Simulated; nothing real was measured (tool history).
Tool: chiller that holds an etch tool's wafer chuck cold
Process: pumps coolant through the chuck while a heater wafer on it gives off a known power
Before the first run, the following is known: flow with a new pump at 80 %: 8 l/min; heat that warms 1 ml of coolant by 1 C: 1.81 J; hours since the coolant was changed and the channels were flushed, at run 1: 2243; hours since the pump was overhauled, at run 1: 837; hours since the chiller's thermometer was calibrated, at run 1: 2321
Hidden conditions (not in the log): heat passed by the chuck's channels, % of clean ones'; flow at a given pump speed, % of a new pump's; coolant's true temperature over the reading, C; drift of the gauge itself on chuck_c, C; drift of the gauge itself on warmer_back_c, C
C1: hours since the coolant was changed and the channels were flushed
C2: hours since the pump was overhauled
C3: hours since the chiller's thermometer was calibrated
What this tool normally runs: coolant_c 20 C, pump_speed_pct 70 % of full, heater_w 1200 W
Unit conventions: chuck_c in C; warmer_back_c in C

run 1 hour=0.0 | coolant_c=20 pump_speed_pct=70 heater_w=1200 | C1=2243 C2=837 C3=2321 | chuck_c=36.99 warmer_back_c=5.72
run 2 hour=32.2 | coolant_c=20 pump_speed_pct=70 heater_w=854 | C1=2275 C2=869 C3=2353 | chuck_c=31.97 warmer_back_c=4.06
run 3 hour=68.5 | coolant_c=20 pump_speed_pct=70 heater_w=854 | C1=2312 C2=905 C3=2390 | chuck_c=32.08 warmer_back_c=4.09
run 4 hour=118.2 | coolant_c=20 pump_speed_pct=70 heater_w=854 | C1=2361 C2=955 C3=2439 | chuck_c=31.96 warmer_back_c=4.10
run 5 hour=157.6 | coolant_c=30 pump_speed_pct=70 heater_w=1200 | C1=2401 C2=994 C3=2479 | chuck_c=46.92 warmer_back_c=5.76
run 6 hour=190.5 | coolant_c=20 pump_speed_pct=70 heater_w=1200 | C1=2434 C2=1027 C3=2512 | chuck_c=36.87 warmer_back_c=5.80
run 7 hour=245.3 | coolant_c=20 pump_speed_pct=70 heater_w=1200 | C1=2488 C2=1082 C3=2566 | chuck_c=36.84 warmer_back_c=5.81
run 8 hour=287.7 | coolant_c=20 pump_speed_pct=70 heater_w=1200 | C1=2531 C2=1125 C3=2609 | chuck_c=36.94 warmer_back_c=5.85
run 9 hour=334.0 | coolant_c=20 pump_speed_pct=70 heater_w=1200 | C1=2577 C2=1171 C3=2655 | chuck_c=36.90 warmer_back_c=5.86
run 10 hour=366.9 | coolant_c=20 pump_speed_pct=70 heater_w=1200 | C1=2610 C2=1204 C3=2688 | chuck_c=36.85 warmer_back_c=5.87
run 11 hour=409.7 | coolant_c=20 pump_speed_pct=70 heater_w=1200 | C1=2653 C2=1246 C3=2731 | chuck_c=37.00 warmer_back_c=5.88
run 12 hour=453.4 | coolant_c=20 pump_speed_pct=70 heater_w=1200 | C1=2696 C2=1290 C3=2775 | chuck_c=37.00 warmer_back_c=5.90
-- hour=477.7 gauge calibrated
run 13 hour=511.4 | coolant_c=20 pump_speed_pct=72 heater_w=1200 | C1=2754 C2=1348 C3=2833 | chuck_c=36.63 warmer_back_c=5.54
run 14 hour=551.6 | coolant_c=20 pump_speed_pct=72 heater_w=1449 | C1=2795 C2=1388 C3=2873 | chuck_c=40.10 warmer_back_c=6.73
run 15 hour=605.1 | coolant_c=20 pump_speed_pct=70 heater_w=1200 | C1=2848 C2=1442 C3=2926 | chuck_c=36.96 warmer_back_c=5.76
-- hour=633.1 chiller's thermometer calibrated
run 16 hour=663.2 | coolant_c=20 pump_speed_pct=70 heater_w=1200 | C1=2905 C2=1499 C3=30 | chuck_c=36.92 warmer_back_c=5.78
run 17 hour=713.4 | coolant_c=19 pump_speed_pct=80 heater_w=1630 | C1=2955 C2=1549 C3=80 | chuck_c=40.42 warmer_back_c=6.87
run 18 hour=740.8 | coolant_c=10 pump_speed_pct=98 heater_w=757 | C1=2983 C2=1577 C3=108 | chuck_c=18.83 warmer_back_c=2.70
run 19 hour=786.8 | coolant_c=26 pump_speed_pct=70 heater_w=912 | C1=3029 C2=1623 C3=154 | chuck_c=38.98 warmer_back_c=4.47
run 20 hour=834.1 | coolant_c=21 pump_speed_pct=92 heater_w=1072 | C1=3076 C2=1670 C3=201 | chuck_c=34.05 warmer_back_c=4.05
run 21 hour=891.4 | coolant_c=17 pump_speed_pct=96 heater_w=992 | C1=3133 C2=1727 C3=258 | chuck_c=28.86 warmer_back_c=3.62
run 22 hour=927.7 | coolant_c=29 pump_speed_pct=73 heater_w=1283 | C1=3170 C2=1764 C3=295 | chuck_c=46.67 warmer_back_c=6.05
run 23 hour=955.4 | coolant_c=13 pump_speed_pct=76 heater_w=1314 | C1=3197 C2=1791 C3=322 | chuck_c=30.74 warmer_back_c=5.94
run 24 hour=994.3 | coolant_c=18 pump_speed_pct=70 heater_w=1200 | C1=3236 C2=1830 C3=361 | chuck_c=34.94 warmer_back_c=5.93
run 25 hour=1021.4 | coolant_c=17 pump_speed_pct=84 heater_w=1006 | C1=3263 C2=1857 C3=388 | chuck_c=29.83 warmer_back_c=4.24
run 26 hour=1054.7 | coolant_c=14 pump_speed_pct=84 heater_w=1744 | C1=3297 C2=1891 C3=422 | chuck_c=36.24 warmer_back_c=7.17
run 27 hour=1083.2 | coolant_c=28 pump_speed_pct=91 heater_w=1309 | C1=3325 C2=1919 C3=450 | chuck_c=43.90 warmer_back_c=5.08
run 28 hour=1140.8 | coolant_c=20 pump_speed_pct=70 heater_w=873 | C1=3383 C2=1977 C3=508 | chuck_c=32.25 warmer_back_c=4.48
run 29 hour=1179.9 | coolant_c=20 pump_speed_pct=70 heater_w=1661 | C1=3422 C2=2016 C3=547 | chuck_c=43.49 warmer_back_c=8.21
run 30 hour=1223.1 | coolant_c=17 pump_speed_pct=71 heater_w=646 | C1=3465 C2=2059 C3=590 | chuck_c=25.97 warmer_back_c=3.37
run 31 hour=1277.5 | coolant_c=15 pump_speed_pct=100 heater_w=1274 | C1=3520 C2=2113 C3=644 | chuck_c=29.91 warmer_back_c=4.64

Run 32, settings as shown, results not yet in. Your forecast:
run 32 hour=1305.2 | coolant_c=14 pump_speed_pct=100 heater_w=1183 | C1=3547 C2=2141 C3=672 | chuck_c=? warmer_back_c=?

{"run 32": {"chuck_c": 27.84, "warmer_back_c": 4.34}}
With the hidden condition absent and the run-to-run variation left alone, this run would have shown chuck_c 27.82 C, warmer_back_c 3.94 C.

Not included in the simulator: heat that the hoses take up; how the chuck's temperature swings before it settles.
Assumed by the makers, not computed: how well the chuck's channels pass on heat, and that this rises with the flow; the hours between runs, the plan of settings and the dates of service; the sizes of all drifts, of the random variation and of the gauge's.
